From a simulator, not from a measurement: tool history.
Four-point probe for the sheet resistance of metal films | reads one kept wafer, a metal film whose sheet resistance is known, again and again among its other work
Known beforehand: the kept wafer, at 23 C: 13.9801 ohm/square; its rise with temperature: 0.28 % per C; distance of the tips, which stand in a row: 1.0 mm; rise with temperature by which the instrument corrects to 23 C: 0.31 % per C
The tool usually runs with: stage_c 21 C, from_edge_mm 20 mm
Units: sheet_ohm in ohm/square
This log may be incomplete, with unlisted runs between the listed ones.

run    hour  stage_c  from_edge_mm  sheet_ohm
  1       0       21            20  14.020851
  2    48.5       21            20  14.024194
  3    92.9       32            20   13.99349
  4   125.8       31            20  14.002393
  5   173.8       31            20  14.002315
  6   216.1       21             7  14.169838
  7   260.8       21             7  14.172676
  8   308.1       32             7  14.137512
  9   358.6       32             7  14.144872
 10   416.4       32             7  14.150187
 11   447.1       32            17  14.017908
 12   488.8       32            17  14.027156
 13   518.7       32            17  14.024118
 14   577.9       32            17  14.025216
 15   610.1       32            17  14.028634
 16     647       21            20  14.058462
 17     692       21            20  14.055315
 18   750.3       30            55  14.016079
 19   810.8       21             5  14.342748
 20   849.8       21             8  14.167415
 21   877.6       20             7  14.202592
 22   940.1       30             7  14.176925
 23  1003.4       23            12  14.103266
 24  1063.3       20            20  14.076488
 25    1096       20            20  14.081325
 26  1146.2       30             3  14.827276
 27  1183.9       21             5    14.3621
 28  1221.6       24            13  14.101262
 29  1273.6       18            14  14.108146
 30  1316.9       18            14  14.116006
 31  1367.2       21            12  14.124496
 32  1430.3       21            12  14.129887
 33  1476.6       20             5  14.376979
 34  1525.7       20             5  14.381012

Had the tool no unlogged condition, and each run kept its random variation, what would the results have been?
Unlogged tool condition in this case: inner tips' distance over the nominal, %; tips' flats over new ones', %; wafer's true temperature over the reading, C; drift of the gauge itself on sheet_ohm, %.
run  sheet_ohm
  1   14.00026
  2  14.001222
  3  13.968729
  4  13.975999
  5  13.973654
  6  14.138652
  7  14.139333
  8  14.102184
  9  14.107077
 10  14.109798
 11  13.976407
 12  13.983587
 13  13.979058
 14  13.977481
 15   13.97937
 16  14.007072
 17  14.001793
 18  13.960273
 19  14.282639
 20   14.10624
 21  14.139848
 22   14.11172
 23   14.03527
 24  14.005895
 25  14.009128
 26  14.749396
 27  14.284617
 28  14.023487
 29  14.027728
 30  14.033362
 31  14.039731
 32  14.042072
 33  14.285652
 34  14.287423
